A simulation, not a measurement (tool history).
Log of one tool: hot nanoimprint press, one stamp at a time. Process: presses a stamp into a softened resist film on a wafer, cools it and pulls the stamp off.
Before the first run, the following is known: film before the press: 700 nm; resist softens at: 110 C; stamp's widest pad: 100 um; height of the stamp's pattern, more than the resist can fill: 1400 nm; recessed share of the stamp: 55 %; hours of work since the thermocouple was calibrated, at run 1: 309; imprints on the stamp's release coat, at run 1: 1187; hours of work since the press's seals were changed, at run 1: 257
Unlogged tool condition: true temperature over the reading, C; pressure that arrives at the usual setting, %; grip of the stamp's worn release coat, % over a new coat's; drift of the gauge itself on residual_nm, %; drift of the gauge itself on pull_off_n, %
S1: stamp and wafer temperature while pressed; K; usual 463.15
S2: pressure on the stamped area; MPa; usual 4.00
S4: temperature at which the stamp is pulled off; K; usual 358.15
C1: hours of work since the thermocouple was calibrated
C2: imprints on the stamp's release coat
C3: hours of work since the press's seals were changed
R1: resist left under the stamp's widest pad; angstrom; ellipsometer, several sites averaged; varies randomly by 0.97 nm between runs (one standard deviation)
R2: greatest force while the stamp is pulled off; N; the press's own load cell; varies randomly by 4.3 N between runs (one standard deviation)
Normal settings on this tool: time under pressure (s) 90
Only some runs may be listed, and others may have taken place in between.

{"run": 1, "hour": 0.0, "S1": 463.15, "S2": 4.0, "time under pressure (s)": 90, "S4": 358.15, "C1": 309, "C2": 1187, "C3": 257, "R1": 2662, "R2": 206}
{"run": 2, "hour": 11.0, "S1": 463.15, "S2": 4.0, "time under pressure (s)": 90, "S4": 358.15, "C1": 315, "C2": 1223, "C3": 263, "R1": 2650, "R2": 213}
{"run": 3, "hour": 21.7, "S1": 463.15, "S2": 4.0, "time under pressure (s)": 90, "S4": 358.15, "C1": 321, "C2": 1257, "C3": 269, "R1": 2656, "R2": 209}
{"run": 4, "hour": 29.3, "S1": 463.15, "S2": 4.0, "time under pressure (s)": 90, "S4": 358.15, "C1": 325, "C2": 1282, "C3": 274, "R1": 2646, "R2": 213}
{"run": 5, "hour": 34.8, "S1": 463.15, "S2": 4.0, "time under pressure (s)": 90, "S4": 358.15, "C1": 328, "C2": 1299, "C3": 277, "R1": 2651, "R2": 209}
{"run": 6, "hour": 42.6, "S1": 463.15, "S2": 3.36, "time under pressure (s)": 90, "S4": 358.15, "C1": 333, "C2": 1325, "C3": 281, "R1": 2850, "R2": 209}
{"run": 7, "hour": 47.6, "S1": 463.15, "S2": 4.0, "time under pressure (s)": 90, "S4": 358.15, "C1": 336, "C2": 1341, "C3": 284, "R1": 2653, "R2": 213}
{"run": 8, "hour": 52.7, "S1": 463.15, "S2": 4.0, "time under pressure (s)": 90, "S4": 358.15, "C1": 338, "C2": 1357, "C3": 287, "R1": 2659, "R2": 209}
{"run": 9, "hour": 60.0, "S1": 463.15, "S2": 4.0, "time under pressure (s)": 90, "S4": 358.15, "C1": 343, "C2": 1381, "C3": 291, "R1": 2650, "R2": 211}
{"run": 10, "hour": 66.3, "S1": 455.15, "S2": 4.86, "time under pressure (s)": 78, "S4": 363.15, "C1": 346, "C2": 1401, "C3": 294, "R1": 3251, "R2": 186}
{"run": 11, "hour": 73.6, "S1": 455.15, "S2": 4.86, "time under pressure (s)": 78, "S4": 363.15, "C1": 350, "C2": 1425, "C3": 298, "R1": 3251, "R2": 190}
{"run": 12, "hour": 83.1, "S1": 456.15, "S2": 5.67, "time under pressure (s)": 77, "S4": 346.15, "C1": 356, "C2": 1456, "C3": 304, "R1": 2953, "R2": 260}
{"run": 13, "hour": 88.9, "S1": 461.15, "S2": 2.66, "time under pressure (s)": 66, "S4": 359.15, "C1": 359, "C2": 1474, "C3": 307, "R1": 3718, "R2": 206}
{"run": 14, "hour": 99.6, "S1": 461.15, "S2": 4.39, "time under pressure (s)": 122, "S4": 359.15, "C1": 365, "C2": 1509, "C3": 313, "R1": 2353, "R2": 205}
{"run": 15, "hour": 109.6, "S1": 463.15, "S2": 3.51, "time under pressure (s)": 90, "S4": 361.15, "C1": 370, "C2": 1541, "C3": 319, "R1": 2777, "R2": 201}
{"run": 16, "hour": 120.1, "S1": 461.15, "S2": 4.91, "time under pressure (s)": 120, "S4": 358.15, "C1": 376, "C2": 1575, "C3": 325, "R1": 2237, "R2": 212}
{"run": 17, "hour": 129.2, "S1": 458.15, "S2": 4.0, "time under pressure (s)": 90, "S4": 358.15, "C1": 381, "C2": 1604, "C3": 330, "R1": 3041, "R2": 218}

Branching from run 17: 5 alternative next runs. What would each branch give?
{"run": "A", "hour": 137.2, "S1": 459.15, "S2": 6.3, "time under pressure (s)": 90, "S4": 358.15, "C1": 386, "C2": 1630, "C3": 334, "R1": "?", "R2": "?"}
{"run": "B", "hour": 137.2, "S1": 473.15, "S2": 4.0, "time under pressure (s)": 63, "S4": 347.15, "C1": 386, "C2": 1630, "C3": 334, "R1": "?", "R2": "?"}
{"run": "C", "hour": 137.2, "S1": 473.15, "S2": 4.0, "time under pressure (s)": 90, "S4": 358.15, "C1": 386, "C2": 1630, "C3": 334, "R1": "?", "R2": "?"}
{"run": "D", "hour": 137.2, "S1": 451.15, "S2": 4.0, "time under pressure (s)": 90, "S4": 358.15, "C1": 386, "C2": 1630, "C3": 334, "R1": "?", "R2": "?"}
{"run": "E", "hour": 137.2, "S1": 458.15, "S2": 4.0, "time under pressure (s)": 91, "S4": 354.15, "C1": 386, "C2": 1630, "C3": 334, "R1": "?", "R2": "?"}

run=A R1=2379 R2=213
run=B R1=2306 R2=263
run=C R1=1970 R2=215
run=D R1=3703 R2=216
run=E R1=3007 R2=224
The same runs, with their run-to-run variation unchanged, on a tool lacking any hidden condition would have given:
run=A R1=2424 R2=210
run=B R1=2349 R2=259
run=C R1=2007 R2=212
run=D R1=3772 R2=213
run=E R1=3064 R2=221
